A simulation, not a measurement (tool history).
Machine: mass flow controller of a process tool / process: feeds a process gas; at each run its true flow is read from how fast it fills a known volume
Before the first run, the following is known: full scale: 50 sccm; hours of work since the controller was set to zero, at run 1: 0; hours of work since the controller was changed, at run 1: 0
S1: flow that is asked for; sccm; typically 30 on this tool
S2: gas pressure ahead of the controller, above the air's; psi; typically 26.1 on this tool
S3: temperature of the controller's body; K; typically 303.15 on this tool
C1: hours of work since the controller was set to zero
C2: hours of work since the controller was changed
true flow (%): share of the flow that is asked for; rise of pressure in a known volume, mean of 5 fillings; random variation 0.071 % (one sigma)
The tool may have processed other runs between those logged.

Run 1, hour 0.0: usual settings; C1 0; C2 0. Result: true flow (%) 100.69.
Run 2, hour 322.9: usual settings but S1 24 sccm; C1 133; C2 133. Result: true flow (%) 100.44.
Run 3, hour 830.9: usual settings but S1 24 sccm; C1 341; C2 341. Result: true flow (%) 100.47.
Run 4, hour 1374.0: usual settings but S1 38 sccm; C1 565; C2 565. Result: true flow (%) 100.45.
Run 5, hour 1926.5: usual settings but S1 38 sccm; C1 792; C2 792. Result: true flow (%) 100.32.
Run 6, hour 2194.1: usual settings but S1 38 sccm; C1 902; C2 902. Result: true flow (%) 100.27.
Run 7, hour 2519.1: usual settings but S1 38 sccm; C1 1035; C2 1035. Result: true flow (%) 100.22.
Run 8, hour 2867.6: usual settings; C1 1178; C2 1178. Result: true flow (%) 99.90.
Run 9, hour 3227.4: usual settings but S1 15 sccm; C1 1326; C2 1326. Result: true flow (%) 99.20.
Run 10, hour 3561.4: usual settings but S1 15 sccm; C1 1463; C2 1463. Result: true flow (%) 99.18.
Run 11, hour 4123.0: usual settings; C1 1694; C2 1694. Result: true flow (%) 99.63.
Run 12, hour 4529.8: usual settings but S3 297.15 K; C1 1861; C2 1861. Result: true flow (%) 98.95.
Run 13, hour 4891.6: usual settings but S1 26 sccm, S3 297.15 K; C1 2010; C2 2010. Result: true flow (%) 98.76.
Run 14, hour 5225.7: usual settings; C1 2147; C2 2147. Result: true flow (%) 99.22.
Run 15, hour 5671.2: usual settings; C1 2330; C2 2330. Result: true flow (%) 99.07.
Run 16, hour 6193.4: usual settings; C1 2545; C2 2545. Result: true flow (%) 99.03.
Run 17, hour 6723.3: usual settings; C1 2762; C2 2762. Result: true flow (%) 98.99.
Run 18, hour 7076.3: usual settings; C1 2908; C2 2908. Result: true flow (%) 98.83.
Run 19, hour 7403.1: usual settings but S3 301.15 K; C1 3042; C2 3042. Result: true flow (%) 98.52.
Run 20, hour 7781.6: usual settings but S3 301.15 K; C1 3197; C2 3197. Result: true flow (%) 98.60.
Run 21, hour 8322.5: usual settings; C1 3420; C2 3420. Result: true flow (%) 98.56.
Run 22, hour 8605.8: usual settings but S2 32.6 psi; C1 3536; C2 3536. Result: true flow (%) 98.27.
Run 23, hour 8965.2: usual settings but S1 10 sccm, S3 312.15 K; C1 3684; C2 3684. Result: true flow (%) 96.98.
Run 24, hour 9470.3: usual settings but S1 27 sccm, S2 24.2 psi, S3 308.15 K; C1 3891; C2 3891. Result: true flow (%) 98.62.
Run 25, hour 9901.2: usual settings but S1 27 sccm, S2 29.6 psi, S3 308.15 K; C1 4068; C2 4068. Result: true flow (%) 98.23.
Run 26, hour 10210.6: usual settings but S1 27 sccm, S2 29.6 psi, S3 313.15 K; C1 4195; C2 4195. Result: true flow (%) 98.67.
Run 27, hour 10654.3: usual settings but S1 27 sccm, S2 29.6 psi, S3 313.15 K; C1 4378; C2 4378. Result: true flow (%) 98.66.
Run 28, hour 10897.3: usual settings but S1 27 sccm, S2 29.6 psi, S3 313.15 K; C1 4477; C2 4477. Result: true flow (%) 98.58.
Run 29, hour 11356.1: usual settings but S1 27 sccm, S2 29.6 psi, S3 313.15 K; C1 4666; C2 4666. Result: true flow (%) 98.44.
Run 30, hour 11880.7: usual settings but S1 17 sccm, S2 29.6 psi; C1 4882; C2 4882. Result: true flow (%) 96.53.
Run 31, hour 12197.2: usual settings but S1 19 sccm; C1 5012; C2 5012. Result: true flow (%) 96.63.
Run 32, hour 12498.9: usual settings but S1 6 sccm, S2 20.9 psi, S3 308.15 K; C1 5136; C2 5136. Result: true flow (%) 92.18.
Run 33, hour 12868.5: usual settings but S1 10 sccm, S2 20.9 psi, S3 297.15 K; C1 5287; C2 5287. Result: true flow (%) 93.95.
At hour 13187.9: controller exchanged for a calibrated one.
Run 34, hour 13187.9: usual settings but S1 10 sccm, S2 23.2 psi, S3 299.15 K; C1 0; C2 0. Result: true flow (%) 99.82.
Run 35, hour 13719.1: usual settings but S3 309.15 K; C1 218; C2 218. Result: true flow (%) 100.84.
Run 36, hour 14066.6: usual settings but S3 309.15 K; C1 361; C2 361. Result: true flow (%) 100.70.
Run 37, hour 14497.5: usual settings but S2 30.6 psi, S3 297.15 K; C1 538; C2 538. Result: true flow (%) 99.49.
Run 38, hour 14925.8: usual settings but S1 8 sccm, S2 26.4 psi, S3 307.15 K; C1 714; C2 714. Result: true flow (%) 99.43.
Run 39, hour 15471.6: usual settings but S1 8 sccm, S2 26.4 psi, S3 307.15 K; C1 938; C2 938. Result: true flow (%) 99.10.
Run 40, hour 15751.0: usual settings but S1 10 sccm, S2 39.3 psi; C1 1053; C2 1053. Result: true flow (%) 98.62.
Run 41, hour 15985.7: usual settings but S1 10 sccm, S2 21.5 psi, S3 296.15 K; C1 1150; C2 1150. Result: true flow (%) 98.39.
Run 42, hour 16397.6: usual settings but S1 10 sccm, S2 21.5 psi, S3 296.15 K; C1 1319; C2 1319. Result: true flow (%) 98.16.
Run 43, hour 16745.4: usual settings but S1 10 sccm, S2 21.5 psi, S3 296.15 K; C1 1462; C2 1462. Result: true flow (%) 98.04.

Some steps in true flow (%), run to run, broken into two amounts with sign: the step expected even without the hidden condition (settings, incoming material, random variation), and the rest, left for the hidden condition together with whatever gauge scatter is not in both the measured and the hidden-condition-free result:
Hidden conditions of the tool in this case: flow at rest that the sensor doesn't see, % of full scale; true flow over the shown one, %; drift of the gauge itself on true_pct, %.
Run 29 -> 30: S1 27 -> 17, S3 313.15 -> 303.15. true flow (%) -1.91: hidden state -1.01, all else -0.90.
Run 31 -> 32: S1 19 -> 6, S2 26.1 -> 20.9, S3 303.15 -> 308.15. true flow (%) -4.45: hidden state -4.84, all else +0.39.
Run 32 -> 33: S1 6 -> 10, S3 308.15 -> 297.15. true flow (%) +1.77: hidden state +2.62, all else -0.85.
Run 33 -> 34: S2 20.9 -> 23.2, S3 297.15 -> 299.15, controller exchanged for a calibrated one. true flow (%) +5.87: hidden state +5.79, all else +0.08.

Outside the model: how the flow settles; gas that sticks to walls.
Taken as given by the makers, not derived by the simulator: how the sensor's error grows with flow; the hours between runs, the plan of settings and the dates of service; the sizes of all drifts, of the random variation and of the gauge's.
